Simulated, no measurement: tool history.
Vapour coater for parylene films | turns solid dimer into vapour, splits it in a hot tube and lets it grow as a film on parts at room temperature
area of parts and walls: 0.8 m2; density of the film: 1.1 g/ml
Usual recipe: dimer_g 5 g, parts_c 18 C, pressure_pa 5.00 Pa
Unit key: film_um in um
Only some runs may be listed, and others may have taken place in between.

run	hour	dimer_g	parts_c	pressure_pa	film_um
1	0.0	5	18	5.00	3.17
2	13.5	3	18	5.00	1.88
3	30.8	7	18	5.00	4.44
4	47.3	2	18	5.00	1.27
5	64.2	5	17	5.00	3.32
6	81.1	5	17	5.00	3.28
7	90.2	5	17	5.00	3.26
# hour 96.6: trap's valve overhauled
8	110.6	5	17	2.17	4.03
9	126.0	5	17	2.17	4.05
10	144.3	5	18	2.36	3.88
11	161.1	3	18	2.36	2.33
12	175.5	5	18	5.00	3.36
13	185.0	5	18	2.38	3.85
14	193.0	5	18	2.38	3.87
15	200.6	5	18	9.58	3.01
16	211.8	5	18	9.58	3.03
17	221.5	5	18	9.58	3.00
18	235.9	5	18	9.58	3.02
19	247.7	5	18	9.58	3.02
20	259.8	5	18	5.00	3.35
21	268.3	5	18	5.00	3.38
22	280.1	5	18	10.47	2.97
23	293.8	5	18	5.00	3.33
24	301.8	5	18	5.00	3.39
25	310.5	5	12	3.35	4.33
26	327.0	8	18	4.31	5.43
27	335.1	5	18	3.03	3.62
28	348.1	3	18	10.11	1.79
29	355.8	6	18	5.00	4.02
30	372.2	6	18	5.00	4.01
31	387.7	4	18	3.31	2.84
32	396.5	3	27	2.06	1.74
33	407.7	8	15	10.40	5.18
34	415.3	4	18	9.33	2.39
35	426.4	4	17	2.58	3.04
36	437.8	5	21	3.41	3.21
37	447.2	3	21	2.72	2.00
38	464.1	3	13	5.91	2.28
39	478.0	5	19	5.00	3.19
40	486.8	5	19	5.00	3.24
41	501.5	4	19	2.06	2.96
42	511.1	4	15	7.61	2.68
43	526.9	5	15	3.87	3.74
44	542.8	4	20	3.87	2.57

Run 45 has not been measured yet. What should we expect?
45	559.1	2	20	9.98	?

{"run 45": {"film_um": 1.11}}
Take away the tool's hidden state, keep the run-to-run variation as it was, and the same run would have given film_um 1.17 um.

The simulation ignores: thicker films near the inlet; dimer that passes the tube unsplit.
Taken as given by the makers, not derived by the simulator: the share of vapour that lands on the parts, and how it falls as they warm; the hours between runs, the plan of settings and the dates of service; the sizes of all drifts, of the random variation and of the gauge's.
